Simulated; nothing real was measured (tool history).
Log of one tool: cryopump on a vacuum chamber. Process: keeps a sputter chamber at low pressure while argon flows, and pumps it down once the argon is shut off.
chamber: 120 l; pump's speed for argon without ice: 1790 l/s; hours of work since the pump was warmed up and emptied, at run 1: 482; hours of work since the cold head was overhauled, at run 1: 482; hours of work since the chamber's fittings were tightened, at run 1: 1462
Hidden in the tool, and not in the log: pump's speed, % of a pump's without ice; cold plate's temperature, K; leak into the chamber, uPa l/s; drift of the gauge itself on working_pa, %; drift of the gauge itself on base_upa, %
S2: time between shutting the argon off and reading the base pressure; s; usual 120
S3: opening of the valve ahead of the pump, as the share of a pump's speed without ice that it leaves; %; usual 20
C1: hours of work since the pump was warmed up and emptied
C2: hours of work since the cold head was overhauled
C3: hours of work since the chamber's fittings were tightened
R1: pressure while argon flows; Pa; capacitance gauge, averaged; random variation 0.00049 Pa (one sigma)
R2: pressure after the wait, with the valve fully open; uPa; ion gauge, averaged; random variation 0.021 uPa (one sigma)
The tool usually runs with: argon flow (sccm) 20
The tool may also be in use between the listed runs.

{"run": 1, "day": 0.0, "argon flow (sccm)": 20, "S2": 120, "S3": 20, "C1": 482, "C2": 482, "C3": 1462, "R1": 0.0949, "R2": 1.06}
{"run": 2, "day": 1.808, "argon flow (sccm)": 20, "S2": 120, "S3": 20, "C1": 502, "C2": 502, "C3": 1483, "R1": 0.0956, "R2": 1.09}
{"run": 3, "day": 3.15, "argon flow (sccm)": 20, "S2": 120, "S3": 20, "C1": 517, "C2": 517, "C3": 1498, "R1": 0.0958, "R2": 1.15}
{"run": 4, "day": 4.733, "argon flow (sccm)": 20, "S2": 120, "S3": 20, "C1": 535, "C2": 535, "C3": 1516, "R1": 0.0963, "R2": 1.08}
{"run": 5, "day": 6.296, "argon flow (sccm)": 20, "S2": 120, "S3": 19, "C1": 553, "C2": 553, "C3": 1533, "R1": 0.1004, "R2": 1.18}
{"run": 6, "day": 7.546, "argon flow (sccm)": 20, "S2": 120, "S3": 19, "C1": 567, "C2": 567, "C3": 1547, "R1": 0.1, "R2": 1.21}
{"run": 7, "day": 8.354, "argon flow (sccm)": 20, "S2": 120, "S3": 19, "C1": 576, "C2": 576, "C3": 1556, "R1": 0.101, "R2": 1.17}
{"run": 8, "day": 9.621, "argon flow (sccm)": 20, "S2": 120, "S3": 19, "C1": 590, "C2": 590, "C3": 1571, "R1": 0.1009, "R2": 1.16}
{"run": 9, "day": 10.996, "argon flow (sccm)": 20, "S2": 120, "S3": 19, "C1": 606, "C2": 606, "C3": 1586, "R1": 0.1008, "R2": 1.19}
{"run": 10, "day": 12.392, "argon flow (sccm)": 20, "S2": 120, "S3": 20, "C1": 621, "C2": 621, "C3": 1602, "R1": 0.095, "R2": 1.14}
{"run": 11, "day": 13.729, "argon flow (sccm)": 20, "S2": 120, "S3": 20, "C1": 636, "C2": 636, "C3": 1617, "R1": 0.0959, "R2": 1.19}
{"run": 12, "day": 14.762, "argon flow (sccm)": 20, "S2": 120, "S3": 20, "C1": 648, "C2": 648, "C3": 1629, "R1": 0.0963, "R2": 1.21}
{"run": 13, "day": 16.2, "argon flow (sccm)": 20, "S2": 205, "S3": 20, "C1": 664, "C2": 664, "C3": 1645, "R1": 0.0955, "R2": 1.08}
{"run": 14, "day": 17.746, "argon flow (sccm)": 20, "S2": 205, "S3": 29, "C1": 682, "C2": 682, "C3": 1662, "R1": 0.0667, "R2": 1.12}
{"run": 15, "day": 19.254, "argon flow (sccm)": 8, "S2": 205, "S3": 29, "C1": 699, "C2": 699, "C3": 1679, "R1": 0.0257, "R2": 1.15}
{"run": 16, "day": 20.596, "argon flow (sccm)": 8, "S2": 205, "S3": 29, "C1": 714, "C2": 714, "C3": 1694, "R1": 0.0266, "R2": 1.16}
{"run": 17, "day": 21.425, "argon flow (sccm)": 8, "S2": 205, "S3": 29, "C1": 723, "C2": 723, "C3": 1704, "R1": 0.0273, "R2": 1.13}
{"run": 18, "day": 22.288, "argon flow (sccm)": 10, "S2": 25, "S3": 29, "C1": 733, "C2": 733, "C3": 1714, "R1": 0.034, "R2": 2.19}
{"run": 19, "day": 23.625, "argon flow (sccm)": 10, "S2": 25, "S3": 29, "C1": 748, "C2": 748, "C3": 1729, "R1": 0.0335, "R2": 2.34}
{"run": 20, "day": 25.192, "argon flow (sccm)": 22, "S2": 120, "S3": 20, "C1": 766, "C2": 766, "C3": 1746, "R1": 0.1068, "R2": 1.29}

Each row is a separate what-if for the run after 20, all from the same tool condition, not one after another. Results?
{"run": "A", "day": 26.533, "argon flow (sccm)": 10, "S2": 175, "S3": 22, "C1": 781, "C2": 781, "C3": 1761, "R1": "?", "R2": "?"}
{"run": "B", "day": 26.533, "argon flow (sccm)": 22, "S2": 120, "S3": 20, "C1": 781, "C2": 781, "C3": 1761, "R1": "?", "R2": "?"}
{"run": "C", "day": 26.533, "argon flow (sccm)": 27, "S2": 105, "S3": 20, "C1": 781, "C2": 781, "C3": 1761, "R1": "?", "R2": "?"}
{"run": "D", "day": 26.533, "argon flow (sccm)": 22, "S2": 35, "S3": 20, "C1": 781, "C2": 781, "C3": 1761, "R1": "?", "R2": "?"}
{"run": "E", "day": 26.533, "argon flow (sccm)": 21, "S2": 120, "S3": 20, "C1": 781, "C2": 781, "C3": 1761, "R1": "?", "R2": "?"}

run=A R1=0.0442 R2=1.22
run=B R1=0.1064 R2=1.28
run=C R1=0.1302 R2=1.28
run=D R1=0.1053 R2=1.88
run=E R1=0.1005 R2=1.33
Had the tool no hidden state, the same runs would have come out as:
run=A R1=0.0432 R2=0.36
run=B R1=0.1042 R2=0.43
run=C R1=0.1275 R2=0.45
run=D R1=0.1031 R2=1.04
run=E R1=0.0984 R2=0.47

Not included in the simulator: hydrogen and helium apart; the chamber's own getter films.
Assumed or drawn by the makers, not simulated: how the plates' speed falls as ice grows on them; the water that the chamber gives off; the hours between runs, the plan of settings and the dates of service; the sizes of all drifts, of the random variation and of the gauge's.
